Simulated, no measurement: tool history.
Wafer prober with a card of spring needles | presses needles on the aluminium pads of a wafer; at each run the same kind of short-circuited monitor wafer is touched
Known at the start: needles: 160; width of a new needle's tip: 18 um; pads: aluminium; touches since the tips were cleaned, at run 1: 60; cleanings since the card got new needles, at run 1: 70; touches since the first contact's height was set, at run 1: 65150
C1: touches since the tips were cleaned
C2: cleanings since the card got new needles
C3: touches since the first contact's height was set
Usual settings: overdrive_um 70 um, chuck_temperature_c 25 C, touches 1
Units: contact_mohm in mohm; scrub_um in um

Run 1, hour 0.0: usual settings; C1 60; C2 70; C3 65150. Result: contact_mohm 118 mohm, scrub_um 14.12 um.
At hour 10.9: tips cleaned on abrasive film.
Run 2, hour 19.6: usual settings; C1 4887; C2 71; C3 76056. Result: contact_mohm 115 mohm, scrub_um 14.15 um.
At hour 21.7: tips cleaned on abrasive film.
At hour 32.2: tips cleaned on abrasive film.
Run 3, hour 39.2: usual settings; C1 3882; C2 73; C3 86886. Result: contact_mohm 115 mohm, scrub_um 14.22 um.
At hour 44.9: tips cleaned on abrasive film.
At hour 56.6: tips cleaned on abrasive film.
Run 4, hour 61.4: usual settings but overdrive_um 51 um; C1 2663; C2 75; C3 99188. Result: contact_mohm 122 mohm, scrub_um 10.34 um.
At hour 68.4: tips cleaned on abrasive film.
At hour 79.5: tips cleaned on abrasive film.
Run 5, hour 87.3: usual settings but overdrive_um 51 um; C1 4353; C2 77; C3 113545. Result: contact_mohm 124 mohm, scrub_um 10.31 um.
At hour 91.1: tips cleaned on abrasive film.
At hour 102.2: tips cleaned on abrasive film.
At hour 113.1: tips cleaned on abrasive film.
Run 6, hour 115.4: usual settings but overdrive_um 51 um; C1 1246; C2 80; C3 129052. Result: contact_mohm 120 mohm, scrub_um 10.34 um.
At hour 124.5: tips cleaned on abrasive film.
Run 7, hour 129.3: usual settings but overdrive_um 56 um; C1 2682; C2 81; C3 136789. Result: contact_mohm 118 mohm, scrub_um 11.39 um.
At hour 135.5: tips cleaned on abrasive film.
At hour 146.5: tips cleaned on abrasive film.
Run 8, hour 146.5: usual settings but overdrive_um 59 um; C1 0; C2 83; C3 146313. Result: contact_mohm 119 mohm, scrub_um 11.97 um.
At hour 157.7: tips cleaned on abrasive film.
Run 9, hour 167.1: usual settings; C1 5210; C2 84; C3 157727. Result: contact_mohm 115 mohm, scrub_um 14.23 um.
At hour 169.2: tips cleaned on abrasive film.
At hour 179.9: tips cleaned on abrasive film.
Run 10, hour 184.9: usual settings; C1 2769; C2 86; C3 167565. Result: contact_mohm 119 mohm, scrub_um 14.29 um.
At hour 191.1: tips cleaned on abrasive film.
At hour 203.7: tips cleaned on abrasive film.
Run 11, hour 207.1: usual settings but overdrive_um 50 um, chuck_temperature_c 51 C; C1 1914; C2 88; C3 179879. Result: contact_mohm 123 mohm, scrub_um 10.22 um.
At hour 214.7: tips cleaned on abrasive film.
At hour 226.0: tips cleaned on abrasive film.
At hour 232.0: height of the first contact set anew.
Run 12, hour 232.0: usual settings but overdrive_um 50 um, chuck_temperature_c 51 C; C1 3161; C2 90; C3 0. Result: contact_mohm 126 mohm, scrub_um 10.18 um.
At hour 238.5: tips cleaned on abrasive film.
At hour 250.2: tips cleaned on abrasive film.
Run 13, hour 250.2: usual settings but overdrive_um 57 um, chuck_temperature_c 59 C; C1 0; C2 92; C3 10068. Result: contact_mohm 124 mohm, scrub_um 11.62 um.
At hour 262.1: tips cleaned on abrasive film.
Run 14, hour 268.0: usual settings but overdrive_um 52 um, chuck_temperature_c 61 C, touches 2; C1 3279; C2 93; C3 19959. Result: contact_mohm 129 mohm, scrub_um 10.65 um.
At hour 275.1: tips cleaned on abrasive film.
Run 15, hour 281.4: usual settings but overdrive_um 59 um, chuck_temperature_c 53 C, touches 2; C1 3542; C2 94; C3 27432. Result: contact_mohm 123 mohm, scrub_um 12.06 um.
At hour 287.9: tips cleaned on abrasive film.
At hour 298.7: tips cleaned on abrasive film.
Run 16, hour 298.7: usual settings but overdrive_um 55 um, chuck_temperature_c 36 C; C1 0; C2 96; C3 36954. Result: contact_mohm 122 mohm, scrub_um 11.25 um.
At hour 310.8: tips cleaned on abrasive film.
Run 17, hour 312.1: usual settings but overdrive_um 55 um, chuck_temperature_c 36 C; C1 713; C2 97; C3 44391. Result: contact_mohm 120 mohm, scrub_um 11.25 um.
At hour 321.4: tips cleaned on abrasive film.
Run 18, hour 328.4: usual settings but overdrive_um 56 um, chuck_temperature_c 36 C, touches 3; C1 3897; C2 98; C3 53444. Result: contact_mohm 121 mohm, scrub_um 11.49 um.
At hour 332.4: tips cleaned on abrasive film.
At hour 344.1: tips cleaned on abrasive film.
At hour 357.0: tips cleaned on abrasive film.
Run 19, hour 358.8: usual settings but overdrive_um 80 um, chuck_temperature_c 36 C, touches 3; C1 994; C2 101; C3 70277. Result: contact_mohm 117 mohm, scrub_um 16.42 um.
At hour 369.2: tips cleaned on abrasive film.
At hour 380.0: tips cleaned on abrasive film.
Run 20, hour 386.4: usual settings but overdrive_um 80 um, chuck_temperature_c 36 C, touches 3; C1 3553; C2 103; C3 85582. Result: contact_mohm 117 mohm, scrub_um 16.44 um.

Forecast each of these 5 alternatives for the next run:
At hour 390.5: tips cleaned on abrasive film.
At hour 401.9: tips cleaned on abrasive film.
Run A, hour 406.5: usual settings but overdrive_um 55 um; C1 2583; C2 105; C3 96689. Result: contact_mohm ?, scrub_um ?.
At hour 390.5: tips cleaned on abrasive film.
At hour 401.9: tips cleaned on abrasive film.
Run B, hour 406.5: usual settings but overdrive_um 74 um, chuck_temperature_c 40 C, touches 2; C1 2583; C2 105; C3 96689. Result: contact_mohm ?, scrub_um ?.
At hour 390.5: tips cleaned on abrasive film.
At hour 401.9: tips cleaned on abrasive film.
Run C, hour 406.5: usual settings but overdrive_um 63 um, chuck_temperature_c 46 C; C1 2583; C2 105; C3 96689. Result: contact_mohm ?, scrub_um ?.
At hour 390.5: tips cleaned on abrasive film.
At hour 401.9: tips cleaned on abrasive film.
Run D, hour 406.5: usual settings but overdrive_um 83 um, chuck_temperature_c 116 C; C1 2583; C2 105; C3 96689. Result: contact_mohm ?, scrub_um ?.
At hour 390.5: tips cleaned on abrasive film.
At hour 401.9: tips cleaned on abrasive film.
Run E, hour 406.5: usual settings but overdrive_um 51 um, chuck_temperature_c 28 C, touches 2; C1 2583; C2 105; C3 96689. Result: contact_mohm ?, scrub_um ?.

run  contact_mohm  scrub_um
  A           121     11.33
  B           116     15.23
  C           122     12.98
  D           125     17.05
  E           121     10.54
Without the tool's hidden state the same runs would have given:
run  contact_mohm  scrub_um
  A           120     11.17
  B           115     15.01
  C           121     12.79
  D           125     16.81
  E           121     10.39
